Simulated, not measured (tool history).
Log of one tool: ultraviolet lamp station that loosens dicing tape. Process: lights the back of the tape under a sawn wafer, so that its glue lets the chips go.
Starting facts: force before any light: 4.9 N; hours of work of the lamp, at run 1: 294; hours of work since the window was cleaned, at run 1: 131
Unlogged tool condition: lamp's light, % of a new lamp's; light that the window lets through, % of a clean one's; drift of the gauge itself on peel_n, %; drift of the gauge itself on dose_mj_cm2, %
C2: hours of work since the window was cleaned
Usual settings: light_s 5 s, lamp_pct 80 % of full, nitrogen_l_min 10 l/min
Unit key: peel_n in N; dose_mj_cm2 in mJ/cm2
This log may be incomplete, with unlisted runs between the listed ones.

run 1 day=0.000 | light_s=5 lamp_pct=80 nitrogen_l_min=10 | hours_of_work_of_the_lamp=294 C2=131 | peel_n=0.524 dose_mj_cm2=456
run 2 day=0.979 | light_s=5 lamp_pct=80 nitrogen_l_min=10 | hours_of_work_of_the_lamp=312 C2=149 | peel_n=0.527 dose_mj_cm2=459
run 3 day=2.529 | light_s=5 lamp_pct=80 nitrogen_l_min=3 | hours_of_work_of_the_lamp=341 C2=178 | peel_n=1.144 dose_mj_cm2=454
run 4 day=3.429 | light_s=5 lamp_pct=85 nitrogen_l_min=3 | hours_of_work_of_the_lamp=358 C2=195 | peel_n=1.108 dose_mj_cm2=470
run 5 day=4.679 | light_s=5 lamp_pct=85 nitrogen_l_min=3 | hours_of_work_of_the_lamp=381 C2=218 | peel_n=1.069 dose_mj_cm2=467
run 6 day=6.133 | light_s=5 lamp_pct=80 nitrogen_l_min=6 | hours_of_work_of_the_lamp=409 C2=246 | peel_n=0.800 dose_mj_cm2=434
run 7 day=7.558 | light_s=5 lamp_pct=80 nitrogen_l_min=10 | hours_of_work_of_the_lamp=435 C2=272 | peel_n=0.590 dose_mj_cm2=431
-- day=7.675 window cleaned of glue's vapour
run 8 day=8.804 | light_s=5 lamp_pct=80 nitrogen_l_min=10 | hours_of_work_of_the_lamp=458 C2=21 | peel_n=0.606 dose_mj_cm2=418
run 9 day=9.667 | light_s=7 lamp_pct=80 nitrogen_l_min=9 | hours_of_work_of_the_lamp=474 C2=37 | peel_n=0.379 dose_mj_cm2=585
run 10 day=10.821 | light_s=5 lamp_pct=76 nitrogen_l_min=11 | hours_of_work_of_the_lamp=496 C2=59 | peel_n=0.656 dose_mj_cm2=396
run 11 day=12.221 | light_s=4 lamp_pct=78 nitrogen_l_min=7 | hours_of_work_of_the_lamp=522 C2=85 | peel_n=1.143 dose_mj_cm2=321
run 12 day=13.542 | light_s=5 lamp_pct=96 nitrogen_l_min=17 | hours_of_work_of_the_lamp=547 C2=110 | peel_n=0.358 dose_mj_cm2=485
run 13 day=15.108 | light_s=7 lamp_pct=85 nitrogen_l_min=4 | hours_of_work_of_the_lamp=576 C2=139 | peel_n=0.662 dose_mj_cm2=585
run 14 day=16.521 | light_s=7 lamp_pct=85 nitrogen_l_min=4 | hours_of_work_of_the_lamp=603 C2=166 | peel_n=0.672 dose_mj_cm2=590
-- day=17.546 window cleaned of glue's vapour, once more
run 15 day=17.967 | light_s=7 lamp_pct=85 nitrogen_l_min=4 | hours_of_work_of_the_lamp=629 C2=8 | peel_n=0.580 dose_mj_cm2=624
run 16 day=19.250 | light_s=8 lamp_pct=78 nitrogen_l_min=14 | hours_of_work_of_the_lamp=653 C2=32 | peel_n=0.285 dose_mj_cm2=642

Some steps in peel_n, run to run, broken into two amounts with sign: the step expected even without the hidden condition (settings, incoming material, random variation), and the rest, left for the hidden condition together with whatever gauge scatter is not in both the measured and the hidden-condition-free result:
Run 11 -> 12: light_s 4 -> 5, lamp_pct 78 -> 96, nitrogen_l_min 7 -> 17. peel_n -0.785 N: hidden state -0.228, all else -0.557.

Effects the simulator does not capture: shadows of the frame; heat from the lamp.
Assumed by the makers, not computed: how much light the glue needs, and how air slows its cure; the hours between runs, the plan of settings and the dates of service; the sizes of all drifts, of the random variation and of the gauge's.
